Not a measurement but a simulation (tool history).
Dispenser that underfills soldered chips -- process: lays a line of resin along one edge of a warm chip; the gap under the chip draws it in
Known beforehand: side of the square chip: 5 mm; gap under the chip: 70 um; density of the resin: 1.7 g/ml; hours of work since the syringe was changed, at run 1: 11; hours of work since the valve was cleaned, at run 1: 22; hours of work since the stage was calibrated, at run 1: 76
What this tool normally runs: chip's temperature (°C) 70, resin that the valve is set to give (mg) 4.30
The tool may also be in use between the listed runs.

| run | day | chip's temperature (°C) | resin that the valve is set to give (mg) | hours of work since the syringe was changed | hours of work since the valve was cleaned | hours of work since the stage was calibrated | time until the resin shows at the far edge (s) | resin that the valve gave (mg) |
|---|---|---|---|---|---|---|---|---|
| 1 | 0.000 | 70 | 4.30 | 11 | 22 | 76 | 13.5 | 4.20 |
|  | 0.062 | new syringe of resin |
| 2 | 0.400 | 70 | 4.30 | 6 | 29 | 83 | 11.7 | 4.19 |
|  | 0.696 | new syringe of resin |
| 3 | 0.758 | 70 | 4.30 | 1 | 36 | 90 | 9.6 | 4.11 |
| 4 | 0.992 | 70 | 4.30 | 6 | 40 | 94 | 11.2 | 4.24 |
| 5 | 1.212 | 70 | 4.30 | 10 | 44 | 98 | 13.8 | 4.12 |
|  | 1.338 | new syringe of resin |
| 6 | 1.438 | 70 | 5.48 | 2 | 48 | 102 | 10.2 | 5.31 |
| 7 | 1.608 | 70 | 3.81 | 5 | 52 | 106 | 11.4 | 3.71 |
|  | 1.983 | new syringe of resin |
| 8 | 1.983 | 70 | 3.81 | 0 | 58 | 112 | 10.4 | 3.64 |
| 9 | 2.329 | 70 | 3.81 | 7 | 65 | 119 | 12.5 | 3.70 |
| 10 | 2.575 | 70 | 4.25 | 11 | 69 | 123 | 13.6 | 4.11 |
|  | 2.625 | new syringe of resin |
| 11 | 2.933 | 70 | 5.28 | 6 | 76 | 130 | 11.5 | 5.01 |
|  | 3.275 | new syringe of resin |
| 12 | 3.321 | 70 | 4.30 | 1 | 83 | 137 | 9.8 | 4.01 |
| 13 | 3.617 | 71 | 4.30 | 6 | 89 | 143 | 11.8 | 3.97 |
|  | 3.900 | new syringe of resin |
| 14 | 3.938 | 70 | 3.81 | 1 | 94 | 148 | 9.8 | 3.47 |
| 15 | 4.233 | 63 | 3.75 | 6 | 100 | 154 | 18.3 | 3.43 |
|  | 4.533 | new syringe of resin |
| 16 | 4.604 | 71 | 3.75 | 1 | 107 | 161 | 9.9 | 3.44 |
| 17 | 4.896 | 71 | 3.75 | 7 | 112 | 166 | 12.5 | 3.46 |
|  | 5.158 | new syringe of resin |
| 18 | 5.158 | 57 | 5.18 | 0 | 117 | 171 | 18.7 | 4.69 |
| 19 | 5.483 | 78 | 4.97 | 6 | 123 | 177 | 7.5 | 4.49 |
|  | 5.658 | dispensing valve cleaned and set on the balance |
|  | 5.829 | new syringe of resin |
| 20 | 5.896 | 70 | 4.81 | 1 | 4 | 183 | 10.3 | 4.87 |
| 21 | 6.162 | 84 | 4.34 | 6 | 9 | 188 | 5.9 | 4.22 |
| 22 | 6.400 | 82 | 4.94 | 11 | 14 | 193 | 7.7 | 4.81 |
|  | 6.458 | new syringe of resin |
| 23 | 6.733 | 56 | 3.75 | 5 | 20 | 199 | 25.0 | 3.78 |
| 24 | 7.033 | 59 | 4.52 | 11 | 25 | 204 | 24.1 | 4.44 |
|  | 7.079 | new syringe of resin |
| 25 | 7.212 | 59 | 4.52 | 3 | 28 | 208 | 18.6 | 4.51 |
| 26 | 7.425 | 68 | 5.07 | 6 | 32 | 212 | 13.0 | 5.00 |
| 27 | 7.671 | 85 | 3.94 | 11 | 37 | 216 | 6.9 | 3.90 |
|  | 7.708 | new syringe of resin |
| 28 | 7.854 | 67 | 4.30 | 3 | 40 | 219 | 12.9 | 4.19 |

How would selected steps in time until the resin shows at the far edge (s) from run to run divide? Give the signed amount a tool lacking its hidden state would still show from settings, what came in and random variation, and the signed amount left for the hidden state, including any gauge scatter that is not in both of the compared results.
What the log doesn't record here: resin's viscosity, % of fresh resin's; dose that the valve gives, % of what is set; true chip temperature over the reading, C; drift of the gauge itself on fill_s, %; drift of the gauge itself on given_mg, %.
Run 14 -> 15: chip's temperature (°C) 70 -> 63, resin that the valve is set to give (mg) 3.81 -> 3.75. time until the resin shows at the far edge (s) +8.5: hidden state +3.5, all else +5.0.
Run 18 -> 19: chip's temperature (°C) 57 -> 78, resin that the valve is set to give (mg) 5.18 -> 4.97. time until the resin shows at the far edge (s) -11.2: hidden state +1.1, all else -12.3.
Run 22 -> 23: chip's temperature (°C) 82 -> 56, resin that the valve is set to give (mg) 4.94 -> 3.75, new syringe of resin. time until the resin shows at the far edge (s) +17.3: hidden state +2.2, all else +15.1.
Run 24 -> 25: new syringe of resin. time until the resin shows at the far edge (s) -5.5: hidden state -5.5, all else +0.0.
